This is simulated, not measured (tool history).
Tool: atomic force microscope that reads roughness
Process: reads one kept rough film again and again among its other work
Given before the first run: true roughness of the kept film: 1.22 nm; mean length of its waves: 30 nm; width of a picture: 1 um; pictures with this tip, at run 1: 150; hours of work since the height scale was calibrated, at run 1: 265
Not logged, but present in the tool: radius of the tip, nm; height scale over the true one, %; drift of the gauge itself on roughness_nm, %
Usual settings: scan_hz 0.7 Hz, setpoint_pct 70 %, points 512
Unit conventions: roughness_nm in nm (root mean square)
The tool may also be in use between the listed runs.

| run | hour | scan_hz | setpoint_pct | points | pictures with this tip | hours of work since the height scale was calibrated | roughness_nm |
|---|---|---|---|---|---|---|---|
| 1 | 0 | 0.7 | 70 | 512 | 150 | 265 | 1.066 |
| 2 | 12.3 | 0.7 | 70 | 512 | 171 | 271 | 1.055 |
| 3 | 31.8 | 0.7 | 70 | 512 | 203 | 282 | 1.052 |
| 4 | 52.1 | 0.7 | 70 | 261 | 236 | 293 | 1.023 |
| 5 | 65.8 | 0.7 | 65 | 512 | 259 | 301 | 1.028 |
| 6 | 88.7 | 0.7 | 65 | 512 | 296 | 314 | 1.022 |
|  | 95.3 | new tip fitted |
| 7 | 105.2 | 0.7 | 80 | 512 | 17 | 322 | 1.124 |
|  | 107.7 | height scale calibrated on a step standard |
| 8 | 120.9 | 0.7 | 80 | 512 | 41 | 7 | 1.109 |
| 9 | 141.9 | 0.7 | 80 | 512 | 76 | 19 | 1.084 |
|  | 144.8 | height scale calibrated on a step standard, once more |
| 10 | 164.3 | 0.7 | 80 | 512 | 111 | 11 | 1.087 |
| 11 | 178.5 | 3.909 | 65 | 512 | 134 | 19 | 1.039 |
| 12 | 201 | 1.464 | 56 | 891 | 171 | 31 | 1.074 |
| 13 | 217.9 | 1.464 | 56 | 891 | 199 | 40 | 1.05 |
| 14 | 228.9 | 3.943 | 79 | 263 | 217 | 46 | 0.935 |

Consider 5 possible next runs. They are alternatives, not a sequence: every one starts from the tool as it was left by run 14. What does each give?
| A | 244.9 | 0.7 | 75 | 512 | 243 | 55 | ? |
| B | 244.9 | 1.376 | 79 | 642 | 243 | 55 | ? |
| C | 244.9 | 2.088 | 70 | 292 | 243 | 55 | ? |
| D | 244.9 | 1.835 | 79 | 263 | 243 | 55 | ? |
| E | 244.9 | 2.127 | 79 | 263 | 243 | 55 | ? |

| run | roughness_nm |
|---|---|
| A | 1.033 |
| B | 1.01 |
| C | 0.998 |
| D | 0.979 |
| E | 0.972 |
Stripped of hidden state, with their random variation kept, the same runs would have yielded:
| run | roughness_nm |
|---|---|
| A | 1.132 |
| B | 1.106 |
| C | 1.093 |
| D | 1.072 |
| E | 1.065 |

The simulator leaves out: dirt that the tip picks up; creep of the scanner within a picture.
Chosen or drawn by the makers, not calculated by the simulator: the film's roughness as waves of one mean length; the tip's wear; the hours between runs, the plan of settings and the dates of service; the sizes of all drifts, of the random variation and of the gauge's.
